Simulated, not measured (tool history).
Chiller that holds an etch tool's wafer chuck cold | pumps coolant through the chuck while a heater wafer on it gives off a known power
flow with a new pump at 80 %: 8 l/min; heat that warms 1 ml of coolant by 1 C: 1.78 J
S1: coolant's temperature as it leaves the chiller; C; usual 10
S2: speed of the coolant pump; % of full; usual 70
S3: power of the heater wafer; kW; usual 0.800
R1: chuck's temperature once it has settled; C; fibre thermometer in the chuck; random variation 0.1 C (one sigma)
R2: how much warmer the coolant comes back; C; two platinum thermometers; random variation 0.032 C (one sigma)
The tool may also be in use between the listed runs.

| run | hour | S1 | S2 | S3 | R1 | R2 |
|---|---|---|---|---|---|---|
| 1 | 0.0 | 10 | 70 | 0.800 | 21.7 | 3.92 |
| 2 | 89.1 | 10 | 70 | 1.104 | 26.0 | 5.52 |
| 3 | 145.9 | 10 | 70 | 0.800 | 21.8 | 4.03 |
| 4 | 189.6 | 10 | 70 | 0.550 | 18.1 | 2.78 |
| 5 | 243.8 | 10 | 70 | 0.550 | 18.1 | 2.77 |
| 6 | 306.3 | 10 | 78 | 0.550 | 17.3 | 2.50 |
| 7 | 377.0 | 10 | 78 | 0.550 | 17.6 | 2.45 |
| 8 | 417.0 | 10 | 78 | 0.550 | 17.5 | 2.44 |
| 9 | 466.5 | 10 | 78 | 0.550 | 17.5 | 2.45 |
| 10 | 539.0 | 14 | 91 | 1.137 | 28.0 | 4.33 |
| 11 | 618.5 | 3 | 66 | 0.777 | 15.0 | 4.21 |
| 12 | 659.0 | 3 | 66 | 0.777 | 15.1 | 4.19 |
| 13 | 713.9 | 1 | 70 | 0.800 | 13.0 | 4.04 |
| 14 | 781.5 | 1 | 70 | 0.800 | 13.0 | 4.01 |
| 15 | 837.2 | 15 | 67 | 0.426 | 21.2 | 2.25 |
| 16 | 884.5 | 15 | 67 | 0.426 | 21.3 | 2.33 |

The same runs without the tool's hidden state, with the same run-to-run variation:
The hidden state here: heat passed by the chuck's channels, % of clean ones'; flow at a given pump speed, % of a new pump's; coolant's true temperature over the reading, C; drift of the gauge itself on chuck_c, C; drift of the gauge itself on warmer_back_c, C.
| run | R1 | R2 |
|---|---|---|
| 1 | 21.2 | 3.80 |
| 2 | 25.1 | 5.36 |
| 3 | 21.2 | 3.91 |
| 4 | 17.7 | 2.69 |
| 5 | 17.7 | 2.68 |
| 6 | 16.9 | 2.42 |
| 7 | 17.2 | 2.37 |
| 8 | 17.1 | 2.36 |
| 9 | 17.1 | 2.36 |
| 10 | 27.2 | 4.17 |
| 11 | 14.3 | 4.05 |
| 12 | 14.3 | 4.03 |
| 13 | 12.3 | 3.88 |
| 14 | 12.2 | 3.84 |
| 15 | 20.8 | 2.16 |
| 16 | 21.0 | 2.24 |
